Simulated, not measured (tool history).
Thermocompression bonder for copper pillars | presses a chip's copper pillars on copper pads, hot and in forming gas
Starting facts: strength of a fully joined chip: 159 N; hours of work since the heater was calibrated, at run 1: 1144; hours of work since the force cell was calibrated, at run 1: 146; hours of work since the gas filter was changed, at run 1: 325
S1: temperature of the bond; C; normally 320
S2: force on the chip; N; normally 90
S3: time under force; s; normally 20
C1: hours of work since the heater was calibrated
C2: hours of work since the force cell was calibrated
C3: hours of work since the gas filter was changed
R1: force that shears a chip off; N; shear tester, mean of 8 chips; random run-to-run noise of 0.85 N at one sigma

Run 1, day 0: usual settings; C1 1144; C2 146; C3 325. Result: R1 70 N.
Run 2, day 0.192: usual settings; C1 1146; C2 149; C3 328. Result: R1 70.3 N.
Run 3, day 0.492: usual settings; C1 1151; C2 153; C3 332. Result: R1 70.4 N.
Run 4, day 0.775: usual settings; C1 1155; C2 157; C3 336. Result: R1 70.3 N.
Run 5, day 1.012: usual settings; C1 1158; C2 161; C3 340. Result: R1 71 N.
Run 6, day 1.392: usual settings; C1 1164; C2 166; C3 345. Result: R1 71.4 N.
Run 7, day 1.562: usual settings; C1 1166; C2 169; C3 348. Result: R1 71 N.
At day 1.675: heater calibrated with a thermocouple chip.
Run 8, day 1.888: usual settings but S3 31 s; C1 3; C2 172; C3 351. Result: R1 72.9 N.
Run 9, day 2.204: usual settings but S3 31 s; C1 8; C2 177; C3 356. Result: R1 74 N.
Run 10, day 2.562: usual settings but S3 31 s; C1 13; C2 182; C3 361. Result: R1 74.7 N.
Run 11, day 2.817: usual settings but S3 31 s; C1 17; C2 186; C3 365. Result: R1 72.5 N.
Run 12, day 3.05: usual settings but S3 31 s; C1 20; C2 189; C3 368. Result: R1 72.3 N.
Run 13, day 3.417: usual settings but S2 69 N, S3 31 s; C1 25; C2 194; C3 374. Result: R1 66.2 N.
Run 14, day 3.667: usual settings but S1 349 C, S2 69 N, S3 31 s; C1 29; C2 198; C3 377. Result: R1 90.5 N.
Run 15, day 3.971: usual settings but S1 349 C, S2 69 N, S3 31 s; C1 33; C2 203; C3 382. Result: R1 89.7 N.
Run 16, day 4.283: usual settings but S1 303 C, S2 56 N, S3 37 s; C1 38; C2 207; C3 386. Result: R1 50.6 N.
Run 17, day 4.629: usual settings but S1 299 C, S2 72 N, S3 10 s; C1 43; C2 212; C3 391. Result: R1 30.2 N.
Run 18, day 4.942: usual settings but S1 336 C, S2 104 N, S3 45 s; C1 48; C2 217; C3 396. Result: R1 102.9 N.
Run 19, day 5.104: usual settings but S1 336 C, S2 59 N, S3 16 s; C1 50; C2 219; C3 398. Result: R1 57.5 N.
Run 20, day 5.333: usual settings but S1 308 C, S2 121 N; C1 53; C2 222; C3 402. Result: R1 62.4 N.
Run 21, day 5.596: usual settings but S1 308 C, S2 61 N, S3 57 s; C1 57; C2 226; C3 406. Result: R1 65.6 N.
Run 22, day 5.875: usual settings but S1 308 C, S2 61 N, S3 57 s; C1 61; C2 230; C3 410. Result: R1 65.2 N.
Run 23, day 6.1: usual settings but S1 308 C, S2 61 N, S3 57 s; C1 65; C2 234; C3 413. Result: R1 66.1 N.
Run 24, day 6.458: usual settings but S1 328 C; C1 70; C2 239; C3 418. Result: R1 69.4 N.
Run 25, day 6.646: usual settings but S1 328 C; C1 73; C2 242; C3 421. Result: R1 67.5 N.
Run 26, day 6.933: usual settings but S1 306 C, S3 51 s; C1 77; C2 246; C3 425. Result: R1 73.1 N.
Run 27, day 7.233: usual settings but S1 312 C, S3 18 s; C1 81; C2 250; C3 429. Result: R1 53.5 N.

What if the next run were any one of these 4? Each begins from the tool's condition after run 27:
Run A, day 7.55: usual settings but S1 312 C, S2 72 N, S3 23 s; C1 86; C2 255; C3 434. Result: R1 ?.
Run B, day 7.55: usual settings but S3 24 s; C1 86; C2 255; C3 434. Result: R1 ?.
Run C, day 7.55: usual settings but S1 343 C, S2 78 N, S3 18 s; C1 86; C2 255; C3 434. Result: R1 ?.
Run D, day 7.55: usual settings but S1 303 C, S3 18 s; C1 86; C2 255; C3 434. Result: R1 ?.

run    R1
  A  53.7
  B  68.2
  C  73.4
  D  47.2
Without the tool's hidden state the same runs would have given:
run    R1
  A  59.8
  B  75.9
  C    82
  D  52.5
